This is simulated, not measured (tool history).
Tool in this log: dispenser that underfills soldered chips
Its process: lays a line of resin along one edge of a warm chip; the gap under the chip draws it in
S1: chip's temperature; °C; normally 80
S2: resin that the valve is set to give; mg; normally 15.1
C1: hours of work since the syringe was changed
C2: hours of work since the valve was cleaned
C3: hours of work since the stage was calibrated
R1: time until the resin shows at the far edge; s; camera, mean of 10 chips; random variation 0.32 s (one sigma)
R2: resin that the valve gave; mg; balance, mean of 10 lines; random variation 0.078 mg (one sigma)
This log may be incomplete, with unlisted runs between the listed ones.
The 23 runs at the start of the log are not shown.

run,hour,S1,S2,C1,C2,C3,R1,R2
# hour 145.9: new syringe of resin
24,146.7,93,15.1,1,36,247,6.6,14.82
25,154.9,75,16.1,7,42,253,20.7,15.60
# hour 161.1: new syringe of resin
26,161.3,95,14.3,0,46,257,6.1,13.81
27,169.7,73,19.2,6,52,263,21.2,18.51
# hour 176.4: new syringe of resin
28,177.4,87,15.8,1,58,269,8.7,15.03
29,185.7,79,16.5,7,64,275,16.9,15.73
# hour 191.7: new syringe of resin
30,192.1,76,16.8,0,68,279,13.9,15.97
31,197.6,76,16.8,4,72,283,17.6,15.78
32,204.4,86,16.3,9,77,288,14.7,15.51
# hour 206.8: new syringe of resin
# hour 212.7: dispensing valve cleaned and set on the balance
33,214.0,90,15.1,5,1,294,9.6,15.19
34,219.1,74,15.7,8,5,298,23.9,15.67
# hour 222.9: new syringe of resin
35,225.4,74,15.7,2,9,303,17.9,15.65

Branching from run 35: 5 alternative next runs. What would each branch give?
A,229.8,80,13.5,5,12,306,?,?
B,229.8,90,13.3,5,12,306,?,?
C,229.8,65,13.1,5,12,306,?,?
D,229.8,70,15.1,5,12,306,?,?
E,229.8,72,14.7,5,12,306,?,?

run,R1,R2
A,16.0,13.45
B,10.2,13.11
C,33.4,12.93
D,25.2,14.96
E,22.5,14.59
Take away the tool's hidden state, keep each run's random variation, and the runs would have read:
run,R1,R2
A,11.4,13.58
B,7.2,13.24
C,23.4,13.06
D,17.7,15.10
E,15.8,14.74
